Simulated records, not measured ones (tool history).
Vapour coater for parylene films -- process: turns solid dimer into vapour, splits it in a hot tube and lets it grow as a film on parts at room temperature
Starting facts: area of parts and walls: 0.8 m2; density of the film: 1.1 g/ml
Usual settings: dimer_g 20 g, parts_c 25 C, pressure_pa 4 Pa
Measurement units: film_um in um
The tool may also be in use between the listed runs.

run 1 hour=0 | dimer_g=20 parts_c=25 pressure_pa=4 | film_um=13.98
run 2 hour=29.5 | dimer_g=20 parts_c=25 pressure_pa=3.97 | film_um=13.89
run 3 hour=69 | dimer_g=36 parts_c=25 pressure_pa=4 | film_um=24.68
run 4 hour=131.2 | dimer_g=36 parts_c=25 pressure_pa=4 | film_um=24.14
run 5 hour=169.1 | dimer_g=36 parts_c=25 pressure_pa=4 | film_um=23.77
run 6 hour=210.3 | dimer_g=11 parts_c=25 pressure_pa=4 | film_um=7.26
run 7 hour=271 | dimer_g=20 parts_c=24 pressure_pa=4 | film_um=13.41
run 8 hour=325 | dimer_g=20 parts_c=25 pressure_pa=4 | film_um=12.57
run 9 hour=380.1 | dimer_g=20 parts_c=33 pressure_pa=4 | film_um=9.74
run 10 hour=413 | dimer_g=20 parts_c=25 pressure_pa=4 | film_um=14.33
run 11 hour=440.1 | dimer_g=15 parts_c=25 pressure_pa=4 | film_um=10.41
run 12 hour=493.2 | dimer_g=20 parts_c=25 pressure_pa=9.35 | film_um=11.33
run 13 hour=543.1 | dimer_g=20 parts_c=30 pressure_pa=9.35 | film_um=8.76
run 14 hour=574.5 | dimer_g=20 parts_c=30 pressure_pa=9.35 | film_um=8.58
run 15 hour=605.1 | dimer_g=20 parts_c=30 pressure_pa=9.35 | film_um=8.71
run 16 hour=634.6 | dimer_g=20 parts_c=30 pressure_pa=9.35 | film_um=8.53
run 17 hour=678.5 | dimer_g=10 parts_c=25 pressure_pa=4 | film_um=6.53
run 18 hour=711.5 | dimer_g=20 parts_c=22 pressure_pa=4 | film_um=14.8
run 19 hour=770.8 | dimer_g=20 parts_c=25 pressure_pa=11.4 | film_um=9.87
run 20 hour=817.4 | dimer_g=20 parts_c=25 pressure_pa=11.4 | film_um=11.11
run 21 hour=861.8 | dimer_g=9 parts_c=25 pressure_pa=11.4 | film_um=4.9
run 22 hour=919 | dimer_g=9 parts_c=25 pressure_pa=11.4 | film_um=4.81
run 23 hour=948.2 | dimer_g=20 parts_c=29 pressure_pa=4 | film_um=11.17
run 24 hour=1001.8 | dimer_g=20 parts_c=29 pressure_pa=4 | film_um=11.08
run 25 hour=1046.1 | dimer_g=13 parts_c=24 pressure_pa=4 | film_um=8.83
run 26 hour=1107.7 | dimer_g=34 parts_c=20 pressure_pa=6.25 | film_um=24.81
run 27 hour=1164 | dimer_g=34 parts_c=20 pressure_pa=6.25 | film_um=24.35
run 28 hour=1201.9 | dimer_g=34 parts_c=28 pressure_pa=6.25 | film_um=16.75
run 29 hour=1227.7 | dimer_g=34 parts_c=28 pressure_pa=6.25 | film_um=16.53
run 30 hour=1274.1 | dimer_g=28 parts_c=30 pressure_pa=6.25 | film_um=13.71
run 31 hour=1314.3 | dimer_g=28 parts_c=30 pressure_pa=6.25 | film_um=13.47
run 32 hour=1352.2 | dimer_g=28 parts_c=20 pressure_pa=6.25 | film_um=21.9
run 33 hour=1397.9 | dimer_g=10 parts_c=25 pressure_pa=4 | film_um=6.63
run 34 hour=1444.6 | dimer_g=12 parts_c=25 pressure_pa=4 | film_um=7.92
run 35 hour=1472.3 | dimer_g=12 parts_c=25 pressure_pa=4 | film_um=7.8
run 36 hour=1518.8 | dimer_g=12 parts_c=25 pressure_pa=4.69 | film_um=7.38
run 37 hour=1582.5 | dimer_g=24 parts_c=31 pressure_pa=3.89 | film_um=11.33
run 38 hour=1618.9 | dimer_g=17 parts_c=22 pressure_pa=3.99 | film_um=12.08
run 39 hour=1670.4 | dimer_g=17 parts_c=22 pressure_pa=3.99 | film_um=11.69
run 40 hour=1738.1 | dimer_g=20 parts_c=27 pressure_pa=4 | film_um=12.63

Missing from the log above: 4 entries noted between runs. For each, name the pair of listed runs it sits between and say how the tool's hidden condition differs from the listed run just before to the listed run just after:
From run 8 to run 9: trap's valve overhauled (hour 360.7)
  vapour lost through the trap's worn valve, %: 11.5 -> 0.6; true temperature of the parts over the reading, C: 0.38 -> 0.41
  measured minus no-state result, film_um: -1.89 -> -0.25 um
From run 19 to run 20: trap's valve overhauled (hour 801.2)
  vapour lost through the trap's worn valve, %: 11.6 -> 0.7; true temperature of the parts over the reading, C: 0.56 -> 0.57
  measured minus no-state result, film_um: -1.6 -> -0.38 um
From run 29 to run 30: trap's valve overhauled (hour 1243.3)
  vapour lost through the trap's worn valve, %: 12.2 -> 1.3; true temperature of the parts over the reading, C: 0.73 -> 0.75
  measured minus no-state result, film_um: -2.95 -> -0.67 um
From run 39 to run 40: trap's valve overhauled (hour 1684.7)
  vapour lost through the trap's worn valve, %: 13 -> 1.9; true temperature of the parts over the reading, C: 0.91 -> 0.93
  measured minus no-state result, film_um: -2.33 -> -0.82 um
